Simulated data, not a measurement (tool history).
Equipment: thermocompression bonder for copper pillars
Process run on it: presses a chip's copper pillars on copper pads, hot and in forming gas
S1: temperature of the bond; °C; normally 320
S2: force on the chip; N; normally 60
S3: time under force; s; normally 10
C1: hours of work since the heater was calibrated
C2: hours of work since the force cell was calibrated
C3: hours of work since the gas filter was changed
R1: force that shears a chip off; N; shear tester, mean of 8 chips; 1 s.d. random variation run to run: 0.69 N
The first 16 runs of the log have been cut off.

run	day	S1	S2	S3	C1	C2	C3	R1
17	18.762	320	60	10	322	517	113	54.2
18	19.958	320	89	10	336	531	128	66.9
19	20.825	320	89	10	347	542	138	67.7
20	21.971	320	42	10	361	556	152	40.7
21	22.900	327	58	21	372	567	163	66.3
# day 23.967: forming gas filter changed
22	23.979	349	60	10	385	580	0	72.3
23	25.475	314	40	9	403	598	18	38.2
24	26.762	291	60	5	418	613	34	31.6
25	27.767	300	52	17	431	625	46	50.5
26	28.412	300	52	10	438	633	54	41.4
27	29.221	299	60	12	448	643	63	48.2
28	30.692	297	81	10	466	661	81	55.1
29	31.654	297	65	8	477	672	93	42.3
30	32.788	312	76	19	491	686	107	70.7
31	33.883	330	43	10	504	699	120	48.0
32	35.375	340	71	13	522	717	138	73.9
33	36.354	320	88	9	534	729	150	65.6
34	37.817	298	53	10	552	747	167	38.5
# day 38.638: forming gas filter changed
35	39.321	298	53	10	570	765	8	41.5
36	40.483	301	40	20	584	779	22	45.5
37	41.883	323	63	20	601	796	39	73.4
38	43.225	344	63	20	617	812	55	82.0
39	44.333	320	65	5	630	825	69	47.7
40	45.133	320	65	5	640	835	78	48.6

Branching from run 40: 3 alternative next runs. What would each branch give?
A	45.808	328	65	5	648	843	87	?
B	45.808	328	65	5	648	843	87	?
C	45.808	320	60	11	648	843	87	?

run	R1
A	51.8
B	51.3
C	57.7
Stripped of hidden state, with their random variation kept, the same runs would have yielded:
run	R1
A	47.9
B	47.4
C	53.7

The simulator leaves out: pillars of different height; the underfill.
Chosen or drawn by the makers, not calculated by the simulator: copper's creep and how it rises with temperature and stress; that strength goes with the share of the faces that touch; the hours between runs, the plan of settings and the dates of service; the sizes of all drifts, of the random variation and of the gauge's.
